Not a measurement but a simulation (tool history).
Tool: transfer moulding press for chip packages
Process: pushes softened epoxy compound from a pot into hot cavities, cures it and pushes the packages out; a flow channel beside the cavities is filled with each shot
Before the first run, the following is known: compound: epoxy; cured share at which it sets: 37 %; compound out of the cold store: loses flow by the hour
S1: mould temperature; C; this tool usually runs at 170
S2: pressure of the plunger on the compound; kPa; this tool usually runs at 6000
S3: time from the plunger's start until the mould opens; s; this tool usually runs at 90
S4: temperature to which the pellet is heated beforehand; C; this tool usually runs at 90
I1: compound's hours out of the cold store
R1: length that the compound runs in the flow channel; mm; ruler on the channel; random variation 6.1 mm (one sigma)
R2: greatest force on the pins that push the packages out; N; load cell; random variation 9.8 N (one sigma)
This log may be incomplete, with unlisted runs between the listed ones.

run 1 hour=0.0 | S1=170 S2=6000 S3=90 S4=90 | I1=36.1 | R1=870 R2=588
run 2 hour=7.6 | S1=170 S2=6000 S3=90 S4=90 | I1=45.7 | R1=835 R2=607
run 3 hour=13.5 | S1=170 S2=5930 S3=90 S4=90 | I1=31.7 | R1=870 R2=625
run 4 hour=21.4 | S1=170 S2=4710 S3=90 S4=90 | I1=36.8 | R1=760 R2=638
run 5 hour=29.1 | S1=170 S2=4710 S3=90 S4=96 | I1=44.3 | R1=739 R2=647
run 6 hour=36.5 | S1=170 S2=4710 S3=90 S4=96 | I1=25.9 | R1=795 R2=669
run 7 hour=44.9 | S1=170 S2=4710 S3=90 S4=96 | I1=19.3 | R1=818 R2=699
run 8 hour=50.0 | S1=170 S2=4710 S3=90 S4=96 | I1=24.2 | R1=812 R2=678
run 9 hour=59.2 | S1=170 S2=4710 S3=90 S4=96 | I1=45.7 | R1=727 R2=664
-- hour=67.2 cavities cleaned with cleaning compound and waxed
run 10 hour=70.4 | S1=170 S2=4710 S3=90 S4=96 | I1=46.1 | R1=731 R2=434
run 11 hour=78.3 | S1=170 S2=4710 S3=90 S4=96 | I1=27.8 | R1=795 R2=482
run 12 hour=83.8 | S1=170 S2=6000 S3=90 S4=90 | I1=22.4 | R1=906 R2=543
-- hour=86.9 mould's thermocouples calibrated
run 13 hour=97.3 | S1=170 S2=6000 S3=90 S4=90 | I1=34.0 | R1=866 R2=540
run 14 hour=106.1 | S1=170 S2=6000 S3=90 S4=90 | I1=22.9 | R1=910 R2=605
run 15 hour=113.1 | S1=170 S2=6000 S3=121 S4=90 | I1=35.3 | R1=863 R2=456
run 16 hour=121.0 | S1=163 S2=7160 S3=112 S4=90 | I1=27.7 | R1=996 R2=652
run 17 hour=126.3 | S1=163 S2=7350 S3=90 S4=90 | I1=40.7 | R1=968 R2=928
run 18 hour=133.0 | S1=163 S2=7350 S3=95 S4=99 | I1=18.0 | R1=1054 R2=951
-- hour=136.1 mould's thermocouples calibrated, once more
run 19 hour=139.9 | S1=163 S2=7350 S3=95 S4=99 | I1=34.4 | R1=983 R2=903
run 20 hour=149.2 | S1=163 S2=7350 S3=95 S4=99 | I1=15.5 | R1=1082 R2=1027
run 21 hour=157.0 | S1=169 S2=7350 S3=101 S4=92 | I1=9.1 | R1=1056 R2=625
run 22 hour=163.3 | S1=169 S2=7350 S3=101 S4=92 | I1=17.5 | R1=1022 R2=590
run 23 hour=173.2 | S1=173 S2=7350 S3=74 S4=92 | I1=11.4 | R1=1028 R2=890
run 24 hour=180.0 | S1=177 S2=4890 S3=84 S4=90 | I1=19.8 | R1=788 R2=588
-- hour=185.2 cavities cleaned with cleaning compound and waxed
run 25 hour=190.0 | S1=172 S2=5450 S3=90 S4=90 | I1=47.9 | R1=746 R2=404
run 26 hour=197.6 | S1=172 S2=5450 S3=90 S4=90 | I1=25.6 | R1=821 R2=459
run 27 hour=203.1 | S1=172 S2=5450 S3=90 S4=90 | I1=25.5 | R1=819 R2=467
run 28 hour=213.5 | S1=172 S2=5450 S3=90 S4=90 | I1=44.8 | R1=762 R2=475

Branching from run 28: 3 alternative next runs. What would each branch give?
run A hour=219.1 | S1=170 S2=4700 S3=90 S4=86 | I1=24.2 | R1=? R2=?
run B hour=219.1 | S1=172 S2=7380 S3=90 S4=90 | I1=42.3 | R1=? R2=?
run C hour=219.1 | S1=170 S2=6220 S3=90 S4=90 | I1=20.2 | R1=? R2=?

run=A R1=783 R2=578
run=B R1=902 R2=506
run=C R1=913 R2=578
What these runs would have given with no unlogged condition in the tool:
run=A R1=838 R2=447
run=B R1=965 R2=393
run=C R1=977 R2=448
